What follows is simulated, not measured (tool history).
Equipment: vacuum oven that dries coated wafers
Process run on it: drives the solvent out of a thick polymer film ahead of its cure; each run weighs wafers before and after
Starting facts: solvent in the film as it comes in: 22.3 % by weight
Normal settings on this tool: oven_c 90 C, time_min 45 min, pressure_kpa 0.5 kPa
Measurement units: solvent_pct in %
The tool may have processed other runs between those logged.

run	hour	oven_c	time_min	pressure_kpa	solvent_pct
1	0	90	45	0.5	2.97
2	19.6	90	45	0.5	2.92
3	41.1	90	45	1.194	3.38
4	61.8	90	45	1.194	3.43
5	74.3	90	45	0.687	3.12
6	104	104	45	0.5	0.55
7	118.8	90	45	0.5	3
8	133.7	90	45	0.5	2.9
9	149.8	90	45	0.5	3.02
10	164.9	90	45	0.5	2.94
11	191.7	90	45	0.999	3.31
12	211.5	90	45	0.999	3.29
13	233.5	90	36	1.018	4.54
14	258.2	90	24	0.5	6.59
15	270.9	102	36	0.706	1.22
16	284.8	83	36	0.706	7.27
17	309.7	92	27	0.251	5.01
18	327.1	92	27	0.251	4.99

Each run again, without the hidden state but with its own random variation kept:
Unlogged tool condition in this case: true wafer temperature over the reading, C; true pressure over the reading, kPa; drift of the gauge itself on solvent_pct, %.
run	solvent_pct
1	2.4
2	2.33
3	2.78
4	2.82
5	2.51
6	0.33
7	2.37
8	2.26
9	2.38
10	2.29
11	2.63
12	2.61
13	3.77
14	5.79
15	0.84
16	6.34
17	4.2
18	4.18

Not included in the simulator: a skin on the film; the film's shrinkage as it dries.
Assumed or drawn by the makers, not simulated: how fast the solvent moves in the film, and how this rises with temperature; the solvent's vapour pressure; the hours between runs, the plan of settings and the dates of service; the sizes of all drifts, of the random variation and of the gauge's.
